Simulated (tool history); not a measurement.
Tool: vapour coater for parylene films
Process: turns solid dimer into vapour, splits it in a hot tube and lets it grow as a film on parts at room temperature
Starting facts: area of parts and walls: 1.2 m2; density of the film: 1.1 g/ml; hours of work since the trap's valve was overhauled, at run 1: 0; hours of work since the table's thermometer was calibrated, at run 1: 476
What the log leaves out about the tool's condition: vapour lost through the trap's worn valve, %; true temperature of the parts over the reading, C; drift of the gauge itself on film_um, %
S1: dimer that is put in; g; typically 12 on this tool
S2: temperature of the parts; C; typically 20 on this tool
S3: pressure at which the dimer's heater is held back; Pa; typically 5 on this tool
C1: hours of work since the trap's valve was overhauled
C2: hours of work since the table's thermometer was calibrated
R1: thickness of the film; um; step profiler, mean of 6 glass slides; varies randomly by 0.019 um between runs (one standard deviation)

| run | day | S1 | S2 | S3 | C1 | C2 | R1 |
|---|---|---|---|---|---|---|---|
| 1 | 0 | 12 | 20 | 5 | 0 | 476 | 5.84 |
| 2 | 1.362 | 12 | 20 | 5 | 25 | 501 | 5.81 |
| 3 | 4.058 | 12 | 20 | 5 | 75 | 551 | 5.81 |
| 4 | 6.296 | 12 | 20 | 5 | 116 | 592 | 5.84 |
| 5 | 9.133 | 12 | 20 | 5 | 168 | 644 | 5.78 |
| 6 | 10.575 | 12 | 20 | 5 | 194 | 671 | 5.83 |
| 7 | 13.042 | 12 | 20 | 7.16 | 240 | 716 | 5.55 |
| 8 | 14.867 | 12 | 20 | 7.16 | 273 | 750 | 5.53 |
| 9 | 16.521 | 12 | 20 | 3.44 | 304 | 780 | 6.05 |
| 10 | 19.333 | 12 | 20 | 3.44 | 355 | 832 | 5.98 |
| 11 | 22.096 | 12 | 20 | 3.44 | 406 | 883 | 6 |
| 12 | 23.829 | 12 | 20 | 3.44 | 438 | 914 | 6 |
| 13 | 26.592 | 12 | 20 | 2.2 | 489 | 965 | 6.29 |
| 14 | 29.1 | 12 | 20 | 2.2 | 535 | 1011 | 6.23 |
| 15 | 31.575 | 12 | 20 | 5 | 581 | 1057 | 5.7 |
| 16 | 34.129 | 12 | 20 | 5 | 628 | 1104 | 5.73 |
| 17 | 36.288 | 12 | 20 | 5 | 667 | 1144 | 5.69 |
|  | 37.446 | trap's valve overhauled |
| 18 | 38.746 | 12 | 20 | 5 | 24 | 1186 | 5.87 |
| 19 | 41.55 | 12 | 20 | 5 | 75 | 1237 | 5.89 |
| 20 | 43.396 | 12 | 20 | 5 | 109 | 1271 | 5.88 |
| 21 | 45.571 | 12 | 20 | 5.29 | 149 | 1311 | 5.86 |
| 22 | 48.542 | 12 | 30 | 5.29 | 204 | 1366 | 3.9 |
| 23 | 51.071 | 12 | 30 | 5.29 | 250 | 1412 | 3.85 |
| 24 | 52.75 | 12 | 30 | 5.29 | 281 | 1443 | 3.86 |
| 25 | 54.329 | 12 | 30 | 5.29 | 310 | 1472 | 3.85 |
| 26 | 57.154 | 21 | 24 | 5.29 | 362 | 1524 | 8.6 |
| 27 | 60.408 | 15 | 32 | 4.79 | 422 | 1584 | 4.5 |
| 28 | 61.942 | 18 | 18 | 5.77 | 450 | 1612 | 9.28 |
| 29 | 64.121 | 15 | 15 | 3.48 | 490 | 1652 | 9.19 |
|  | 64.296 | table's thermometer calibrated |
| 30 | 67.038 | 19 | 18 | 5 | 543 | 50 | 9.41 |
| 31 | 69.517 | 11 | 19 | 7.63 | 589 | 96 | 4.97 |
| 32 | 72.142 | 13 | 20 | 5.12 | 637 | 144 | 5.87 |
|  | 74.817 | trap's valve overhauled |
| 33 | 75.379 | 19 | 23 | 2.87 | 10 | 201 | 8.52 |
| 34 | 77.933 | 17 | 12 | 2.87 | 57 | 248 | 11.95 |
| 35 | 79.338 | 6 | 19 | 2.33 | 83 | 274 | 3.23 |
| 36 | 81.029 | 6 | 19 | 2.33 | 114 | 305 | 3.24 |
| 37 | 82.679 | 6 | 19 | 2.33 | 145 | 335 | 3.24 |
| 38 | 85.717 | 6 | 19 | 2.33 | 200 | 391 | 3.21 |
| 39 | 87.783 | 12 | 21 | 5 | 238 | 429 | 5.48 |
| 40 | 89.946 | 12 | 31 | 2.81 | 278 | 469 | 3.87 |
| 41 | 92.588 | 9 | 22 | 10.84 | 327 | 517 | 3.59 |
| 42 | 95.162 | 12 | 20 | 5 | 374 | 565 | 5.66 |
| 43 | 96.917 | 7 | 20 | 2.48 | 406 | 597 | 3.58 |
| 44 | 99.042 | 7 | 20 | 2.48 | 445 | 636 | 3.52 |
| 45 | 101.546 | 7 | 14 | 5.41 | 491 | 682 | 4.17 |
| 46 | 103.708 | 17 | 14 | 5.41 | 531 | 722 | 10.04 |
| 47 | 106.725 | 17 | 13 | 5.41 | 587 | 777 | 10.46 |

Each row is a separate what-if for the run after 47, all from the same tool condition, not one after another. Results?
| A | 108.942 | 12 | 16 | 4.36 | 627 | 818 | ? |
| B | 108.942 | 12 | 23 | 5 | 627 | 818 | ? |
| C | 108.942 | 12 | 20 | 2.93 | 627 | 818 | ? |

| run | R1 |
|---|---|
| A | 6.7 |
| B | 4.96 |
| C | 5.91 |
With no hidden state in the tool, these same runs would have given:
| run | R1 |
|---|---|
| A | 6.87 |
| B | 5.09 |
| C | 6.07 |
